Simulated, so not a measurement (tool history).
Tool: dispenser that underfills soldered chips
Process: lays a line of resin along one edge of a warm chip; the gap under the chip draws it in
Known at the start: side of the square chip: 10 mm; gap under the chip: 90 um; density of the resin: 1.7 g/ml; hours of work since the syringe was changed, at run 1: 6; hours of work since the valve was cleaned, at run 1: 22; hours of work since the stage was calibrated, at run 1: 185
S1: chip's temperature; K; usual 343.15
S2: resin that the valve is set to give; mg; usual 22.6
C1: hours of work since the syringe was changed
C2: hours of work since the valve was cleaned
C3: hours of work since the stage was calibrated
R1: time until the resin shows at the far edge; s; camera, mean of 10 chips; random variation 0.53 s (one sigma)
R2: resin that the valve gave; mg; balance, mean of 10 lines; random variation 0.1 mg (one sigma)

run,day,S1,S2,C1,C2,C3,R1,R2
1,0,343.15,22.6,6,22,185,57.4,22.49
2,0.175,343.15,22.6,9,25,188,64.8,22.3
# day 0.3: new syringe of resin
3,0.392,343.15,20.6,2,29,192,48.1,20.29
4,0.629,350.15,22.6,6,33,196,46.8,22.51
5,0.792,354.15,22.6,9,36,199,46.5,22.32
# day 0.908: new syringe of resin
6,0.95,354.15,22.6,1,39,202,30.1,22.13
7,1.096,354.15,22.6,4,42,205,34.9,22.43
8,1.325,354.15,22.6,8,46,209,43.1,22.2
# day 1.5: new syringe of resin
9,1.521,354.15,22.6,0,49,212,30.5,22.19
10,1.708,343.15,22.6,4,53,216,52.5,22.15
11,1.842,343.15,22.6,6,55,218,57.7,22.17
12,2.008,343.15,22.6,10,59,221,67.7,22.05
# day 2.108: new syringe of resin
13,2.267,343.15,22.6,3,63,226,49.2,21.95
14,2.438,343.15,22.6,6,66,229,56.7,22.04
15,2.633,343.15,22.6,10,70,233,67.1,21.95
# day 2.712: new syringe of resin
16,2.821,343.15,22.6,2,73,236,47.3,22.03
17,3.038,333.15,20.2,6,77,240,80.1,19.58
18,3.15,350.15,23.4,8,79,242,48.2,22.85
# day 3.312: new syringe of resin
19,3.392,349.15,27.3,1,84,246,37.2,26.58
20,3.617,333.15,19.3,6,88,251,81.4,18.58
21,3.746,331.15,26.9,8,90,253,89.5,26.15
# day 3.917: new syringe of resin
22,3.95,349.15,22.1,1,94,257,36.1,21.38
23,4.062,349.15,22.1,3,96,259,40.6,21.44
24,4.188,352.15,27.6,5,98,261,40.3,26.38
25,4.383,352.15,27.6,9,102,265,46.1,26.7
26,4.492,352.15,25.9,11,104,267,50.5,24.98
# day 4.521: new syringe of resin
27,4.604,342.15,27.2,2,106,269,46.4,26.24
28,4.85,342.15,26.4,6,110,273,57.5,25.48
29,5.079,330.15,23.3,10,115,277,106.6,22.38
# day 5.129: new syringe of resin
30,5.271,336.15,22.6,3,118,281,62.4,21.56
31,5.5,331.15,19.3,7,122,285,95.8,18.42

Forecast each of these 5 alternatives for the next run:
A,5.625,344.15,27,9,125,287,?,?
B,5.625,345.15,19.3,9,125,287,?,?
C,5.625,331.15,22.3,9,125,287,?,?
D,5.625,358.15,22.6,9,125,287,?,?
E,5.625,343.15,28.2,9,125,287,?,?

run,R1,R2
A,63.8,25.72
B,65.6,18.51
C,103.2,21.25
D,41.2,21.63
E,65.8,26.96
Without the tool's hidden state the same runs would have given:
run,R1,R2
A,42.1,26.94
B,42.8,19.39
C,68.1,22.26
D,26.9,22.66
E,43.7,28.23

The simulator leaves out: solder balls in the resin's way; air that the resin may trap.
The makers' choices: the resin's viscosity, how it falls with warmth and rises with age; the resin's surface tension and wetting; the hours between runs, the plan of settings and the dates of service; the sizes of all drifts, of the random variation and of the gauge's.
